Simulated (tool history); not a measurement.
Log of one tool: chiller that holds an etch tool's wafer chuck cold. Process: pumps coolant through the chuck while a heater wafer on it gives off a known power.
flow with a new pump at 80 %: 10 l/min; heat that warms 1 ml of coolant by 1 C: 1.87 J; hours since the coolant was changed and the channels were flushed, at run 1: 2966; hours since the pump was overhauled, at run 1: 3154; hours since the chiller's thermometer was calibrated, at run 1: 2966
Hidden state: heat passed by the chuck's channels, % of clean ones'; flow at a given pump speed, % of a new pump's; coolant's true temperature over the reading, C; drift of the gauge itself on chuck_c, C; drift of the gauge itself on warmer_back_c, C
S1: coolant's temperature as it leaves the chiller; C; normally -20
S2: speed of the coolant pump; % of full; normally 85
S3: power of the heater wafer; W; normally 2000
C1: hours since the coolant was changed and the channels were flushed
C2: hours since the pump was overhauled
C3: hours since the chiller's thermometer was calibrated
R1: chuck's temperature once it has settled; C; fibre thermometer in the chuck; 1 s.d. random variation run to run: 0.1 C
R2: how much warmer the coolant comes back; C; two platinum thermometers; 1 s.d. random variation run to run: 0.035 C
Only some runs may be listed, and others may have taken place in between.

{"run": 1, "hour": 0.0, "S1": -20, "S2": 85, "S3": 2000, "C1": 2966, "C2": 3154, "C3": 2966, "R1": 4.0, "R2": 6.07}
{"run": 2, "hour": 99.1, "S1": -20, "S2": 85, "S3": 2000, "C1": 3065, "C2": 3253, "C3": 3065, "R1": 4.0, "R2": 6.08}
{"run": 3, "hour": 176.8, "S1": -20, "S2": 85, "S3": 2000, "C1": 3143, "C2": 3331, "C3": 3143, "R1": 4.0, "R2": 6.08}
{"run": 4, "hour": 266.4, "S1": -20, "S2": 81, "S3": 2000, "C1": 3233, "C2": 3420, "C3": 3233, "R1": 4.4, "R2": 6.4}
{"run": 5, "hour": 356.9, "S1": -20, "S2": 81, "S3": 2000, "C1": 3323, "C2": 3511, "C3": 3323, "R1": 4.5, "R2": 6.37}
{"run": 6, "hour": 467.9, "S1": -20, "S2": 85, "S3": 2000, "C1": 3434, "C2": 3622, "C3": 3434, "R1": 3.9, "R2": 6.07}
{"run": 7, "hour": 574.7, "S1": -20, "S2": 85, "S3": 2000, "C1": 3541, "C2": 3729, "C3": 3541, "R1": 4.0, "R2": 6.09}
{"run": 8, "hour": 645.7, "S1": -20, "S2": 85, "S3": 2000, "C1": 3612, "C2": 3800, "C3": 3612, "R1": 4.0, "R2": 6.03}
{"run": 9, "hour": 769.8, "S1": -20, "S2": 85, "S3": 1226, "C1": 3736, "C2": 3924, "C3": 3736, "R1": -5.3, "R2": 3.72}
{"run": 10, "hour": 856.1, "S1": -20, "S2": 85, "S3": 1226, "C1": 3822, "C2": 4010, "C3": 3822, "R1": -5.5, "R2": 3.72}
{"run": 11, "hour": 946.7, "S1": -27, "S2": 85, "S3": 1226, "C1": 3913, "C2": 4101, "C3": 3913, "R1": -12.3, "R2": 3.7}
{"run": 12, "hour": 1024.8, "S1": -27, "S2": 85, "S3": 1226, "C1": 3991, "C2": 4179, "C3": 3991, "R1": -12.5, "R2": 3.74}
{"run": 13, "hour": 1118.5, "S1": -27, "S2": 85, "S3": 1226, "C1": 4085, "C2": 4272, "C3": 4085, "R1": -12.4, "R2": 3.72}
{"run": 14, "hour": 1191.1, "S1": -27, "S2": 85, "S3": 1226, "C1": 4157, "C2": 4345, "C3": 4157, "R1": -12.2, "R2": 3.75}
{"run": 15, "hour": 1269.2, "S1": -27, "S2": 85, "S3": 1226, "C1": 4235, "C2": 4423, "C3": 4235, "R1": -12.3, "R2": 3.77}
{"run": 16, "hour": 1364.0, "S1": -20, "S2": 96, "S3": 2000, "C1": 4330, "C2": 4518, "C3": 4330, "R1": 2.5, "R2": 5.37}
{"run": 17, "hour": 1454.2, "S1": -20, "S2": 96, "S3": 2937, "C1": 4420, "C2": 4608, "C3": 4420, "R1": 13.2, "R2": 7.9}
{"run": 18, "hour": 1521.3, "S1": -23, "S2": 95, "S3": 1971, "C1": 4487, "C2": 4675, "C3": 4487, "R1": -0.7, "R2": 5.35}
{"run": 19, "hour": 1581.1, "S1": -23, "S2": 95, "S3": 1971, "C1": 4547, "C2": 4735, "C3": 4547, "R1": -0.6, "R2": 5.32}
{"run": 20, "hour": 1694.1, "S1": -30, "S2": 85, "S3": 2330, "C1": 4660, "C2": 4848, "C3": 4660, "R1": -2.1, "R2": 7.04}
{"hour": 1712.7, "done": "chiller's thermometer calibrated"}
{"run": 21, "hour": 1745.3, "S1": -16, "S2": 62, "S3": 1008, "C1": 4710, "C2": 4898, "C3": 33, "R1": -2.0, "R2": 4.24}
{"hour": 1756.3, "done": "coolant changed, channels flushed"}
{"run": 22, "hour": 1835.6, "S1": -22, "S2": 62, "S3": 2000, "C1": 79, "C2": 4982, "C3": 117, "R1": 6.2, "R2": 8.3}
{"run": 23, "hour": 1888.2, "S1": -20, "S2": 60, "S3": 2486, "C1": 132, "C2": 5035, "C3": 170, "R1": 15.4, "R2": 10.6}
{"run": 24, "hour": 1990.0, "S1": -20, "S2": 60, "S3": 2486, "C1": 234, "C2": 5137, "C3": 271, "R1": 15.5, "R2": 10.6}
{"run": 25, "hour": 2053.3, "S1": -20, "S2": 94, "S3": 1431, "C1": 297, "C2": 5200, "C3": 335, "R1": -3.7, "R2": 3.95}
{"run": 26, "hour": 2151.6, "S1": -26, "S2": 90, "S3": 2150, "C1": 395, "C2": 5298, "C3": 433, "R1": -1.0, "R2": 6.21}

Alternative continuations, all from the tool just after run 26; predict every row:
{"run": "A", "hour": 2202.8, "S1": -21, "S2": 85, "S3": 2000, "C1": 447, "C2": 5350, "C3": 484, "R1": "?", "R2": "?"}
{"run": "B", "hour": 2202.8, "S1": -22, "S2": 93, "S3": 2855, "C1": 447, "C2": 5350, "C3": 484, "R1": "?", "R2": "?"}
{"run": "C", "hour": 2202.8, "S1": -17, "S2": 65, "S3": 1897, "C1": 447, "C2": 5350, "C3": 484, "R1": "?", "R2": "?"}
{"run": "D", "hour": 2202.8, "S1": -28, "S2": 62, "S3": 2816, "C1": 447, "C2": 5350, "C3": 484, "R1": "?", "R2": "?"}

run=A R1=3.0 R2=6.08
run=B R1=10.8 R2=7.92
run=C R1=9.0 R2=7.53
run=D R1=11.6 R2=11.67
Without the tool's unlogged condition, the same runs would have read:
run=A R1=3.0 R2=6.07
run=B R1=10.7 R2=7.91
run=C R1=9.0 R2=7.52
run=D R1=11.5 R2=11.65
